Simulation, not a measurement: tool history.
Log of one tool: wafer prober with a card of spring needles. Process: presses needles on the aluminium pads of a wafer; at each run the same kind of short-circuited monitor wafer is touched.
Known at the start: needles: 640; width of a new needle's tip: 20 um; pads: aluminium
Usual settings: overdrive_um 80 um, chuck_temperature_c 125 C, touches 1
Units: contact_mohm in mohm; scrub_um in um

run 1 day=0.000 | overdrive_um=80 chuck_temperature_c=125 touches=1 | contact_mohm=301 scrub_um=14.52
-- day=0.296 tips cleaned on abrasive film
-- day=0.800 tips cleaned on abrasive film
run 2 day=1.062 | overdrive_um=80 chuck_temperature_c=125 touches=1 | contact_mohm=300 scrub_um=14.44
-- day=1.375 tips cleaned on abrasive film
-- day=1.975 tips cleaned on abrasive film
run 3 day=1.975 | overdrive_um=76 chuck_temperature_c=125 touches=1 | contact_mohm=256 scrub_um=13.72
-- day=2.504 tips cleaned on abrasive film
-- day=3.112 tips cleaned on abrasive film
-- day=3.683 tips cleaned on abrasive film
run 4 day=3.683 | overdrive_um=88 chuck_temperature_c=125 touches=1 | contact_mohm=252 scrub_um=15.88
-- day=4.267 tips cleaned on abrasive film
run 5 day=4.646 | overdrive_um=88 chuck_temperature_c=125 touches=1 | contact_mohm=301 scrub_um=15.79
-- day=4.829 tips cleaned on abrasive film
-- day=5.346 tips cleaned on abrasive film
-- day=5.921 tips cleaned on abrasive film
-- day=6.438 tips cleaned on abrasive film
run 6 day=6.438 | overdrive_um=88 chuck_temperature_c=125 touches=1 | contact_mohm=255 scrub_um=15.84
-- day=7.012 tips cleaned on abrasive film
run 7 day=7.425 | overdrive_um=88 chuck_temperature_c=125 touches=1 | contact_mohm=302 scrub_um=15.68
-- day=7.533 tips cleaned on abrasive film
-- day=8.062 tips cleaned on abrasive film
-- day=8.567 tips cleaned on abrasive film
run 8 day=8.575 | overdrive_um=88 chuck_temperature_c=125 touches=1 | contact_mohm=253 scrub_um=15.73
-- day=9.162 tips cleaned on abrasive film
-- day=9.729 tips cleaned on abrasive film
-- day=10.300 tips cleaned on abrasive film
run 9 day=10.300 | overdrive_um=80 chuck_temperature_c=125 touches=1 | contact_mohm=261 scrub_um=14.27
-- day=10.842 tips cleaned on abrasive film
-- day=11.462 tips cleaned on abrasive film
-- day=11.725 height of the first contact set anew
-- day=12.058 tips cleaned on abrasive film
run 10 day=12.162 | overdrive_um=80 chuck_temperature_c=125 touches=1 | contact_mohm=283 scrub_um=14.50
-- day=12.646 tips cleaned on abrasive film
-- day=13.154 tips cleaned on abrasive film
-- day=13.675 tips cleaned on abrasive film
run 11 day=13.796 | overdrive_um=80 chuck_temperature_c=125 touches=1 | contact_mohm=292 scrub_um=14.46
-- day=14.254 tips cleaned on abrasive film
-- day=14.804 tips cleaned on abrasive film
run 12 day=15.104 | overdrive_um=80 chuck_temperature_c=125 touches=1 | contact_mohm=316 scrub_um=14.50
-- day=15.312 tips cleaned on abrasive film
-- day=15.888 tips cleaned on abrasive film
run 13 day=16.108 | overdrive_um=80 chuck_temperature_c=125 touches=2 | contact_mohm=282 scrub_um=14.48
-- day=16.483 tips cleaned on abrasive film
-- day=17.046 tips cleaned on abrasive film
run 14 day=17.462 | overdrive_um=69 chuck_temperature_c=125 touches=2 | contact_mohm=307 scrub_um=12.30
-- day=17.592 tips cleaned on abrasive film
-- day=18.204 tips cleaned on abrasive film
-- day=18.708 tips cleaned on abrasive film
run 15 day=19.200 | overdrive_um=69 chuck_temperature_c=125 touches=2 | contact_mohm=308 scrub_um=12.24
-- day=19.329 tips cleaned on abrasive film
-- day=19.900 tips cleaned on abrasive film
-- day=20.467 tips cleaned on abrasive film
-- day=21.067 tips cleaned on abrasive film
run 16 day=21.067 | overdrive_um=67 chuck_temperature_c=27 touches=3 | contact_mohm=233 scrub_um=11.84
-- day=21.638 tips cleaned on abrasive film
-- day=22.233 tips cleaned on abrasive film
-- day=22.762 tips cleaned on abrasive film
run 17 day=22.762 | overdrive_um=67 chuck_temperature_c=27 touches=3 | contact_mohm=231 scrub_um=11.86
-- day=23.362 tips cleaned on abrasive film
-- day=23.908 tips cleaned on abrasive film
run 18 day=23.908 | overdrive_um=75 chuck_temperature_c=91 touches=2 | contact_mohm=247 scrub_um=13.36
-- day=24.458 tips cleaned on abrasive film
-- day=24.596 height of the first contact set anew
-- day=25.008 tips cleaned on abrasive film
run 19 day=25.008 | overdrive_um=79 chuck_temperature_c=91 touches=2 | contact_mohm=246 scrub_um=14.44
-- day=25.588 tips cleaned on abrasive film
run 20 day=25.850 | overdrive_um=79 chuck_temperature_c=91 touches=2 | contact_mohm=282 scrub_um=14.35
-- day=26.104 tips cleaned on abrasive film
-- day=26.617 tips cleaned on abrasive film
-- day=27.179 tips cleaned on abrasive film
run 21 day=27.179 | overdrive_um=62 chuck_temperature_c=125 touches=3 | contact_mohm=264 scrub_um=11.20
-- day=27.779 tips cleaned on abrasive film
-- day=28.333 tips cleaned on abrasive film
run 22 day=28.646 | overdrive_um=62 chuck_temperature_c=121 touches=3 | contact_mohm=294 scrub_um=11.17
-- day=28.871 tips cleaned on abrasive film
-- day=29.438 tips cleaned on abrasive film
run 23 day=29.908 | overdrive_um=94 chuck_temperature_c=40 touches=1 | contact_mohm=291 scrub_um=17.02
-- day=30.021 tips cleaned on abrasive film
-- day=30.562 tips cleaned on abrasive film
-- day=31.125 tips cleaned on abrasive film
run 24 day=31.200 | overdrive_um=94 chuck_temperature_c=40 touches=1 | contact_mohm=258 scrub_um=16.83
-- day=31.717 tips cleaned on abrasive film
run 25 day=32.025 | overdrive_um=80 chuck_temperature_c=125 touches=2 | contact_mohm=286 scrub_um=14.35
-- day=32.233 tips cleaned on abrasive film
-- day=32.829 tips cleaned on abrasive film
-- day=33.404 tips cleaned on abrasive film
run 26 day=33.717 | overdrive_um=71 chuck_temperature_c=31 touches=2 | contact_mohm=289 scrub_um=12.68
-- day=33.975 tips cleaned on abrasive film
-- day=34.492 tips cleaned on abrasive film
-- day=35.092 tips cleaned on abrasive film
run 27 day=35.479 | overdrive_um=71 chuck_temperature_c=70 touches=2 | contact_mohm=303 scrub_um=12.71
-- day=35.608 tips cleaned on abrasive film
-- day=36.112 tips cleaned on abrasive film
-- day=36.721 tips cleaned on abrasive film
run 28 day=37.088 | overdrive_um=63 chuck_temperature_c=70 touches=2 | contact_mohm=322 scrub_um=11.16
-- day=37.342 tips cleaned on abrasive film
-- day=37.479 height of the first contact set anew
-- day=37.879 tips cleaned on abrasive film
-- day=38.488 tips cleaned on abrasive film
run 29 day=38.892 | overdrive_um=67 chuck_temperature_c=70 touches=1 | contact_mohm=348 scrub_um=12.06

Forecast each of these 4 alternatives for the next run:
-- day=39.062 tips cleaned on abrasive film
-- day=39.671 tips cleaned on abrasive film
run A day=39.900 | overdrive_um=84 chuck_temperature_c=30 touches=1 | contact_mohm=? scrub_um=?
-- day=39.062 tips cleaned on abrasive film
-- day=39.671 tips cleaned on abrasive film
run B day=39.900 | overdrive_um=94 chuck_temperature_c=70 touches=1 | contact_mohm=? scrub_um=?
-- day=39.062 tips cleaned on abrasive film
-- day=39.671 tips cleaned on abrasive film
run C day=39.900 | overdrive_um=61 chuck_temperature_c=125 touches=1 | contact_mohm=? scrub_um=?
-- day=39.062 tips cleaned on abrasive film
-- day=39.671 tips cleaned on abrasive film
run D day=39.900 | overdrive_um=60 chuck_temperature_c=70 touches=1 | contact_mohm=? scrub_um=?

run=A contact_mohm=293 scrub_um=15.19
run=B contact_mohm=281 scrub_um=16.94
run=C contact_mohm=362 scrub_um=11.14
run=D contact_mohm=358 scrub_um=10.87
Without the tool's hidden state the same runs would have given:
run=A contact_mohm=225 scrub_um=15.26
run=B contact_mohm=229 scrub_um=17.01
run=C contact_mohm=257 scrub_um=11.20
run=D contact_mohm=241 scrub_um=10.94
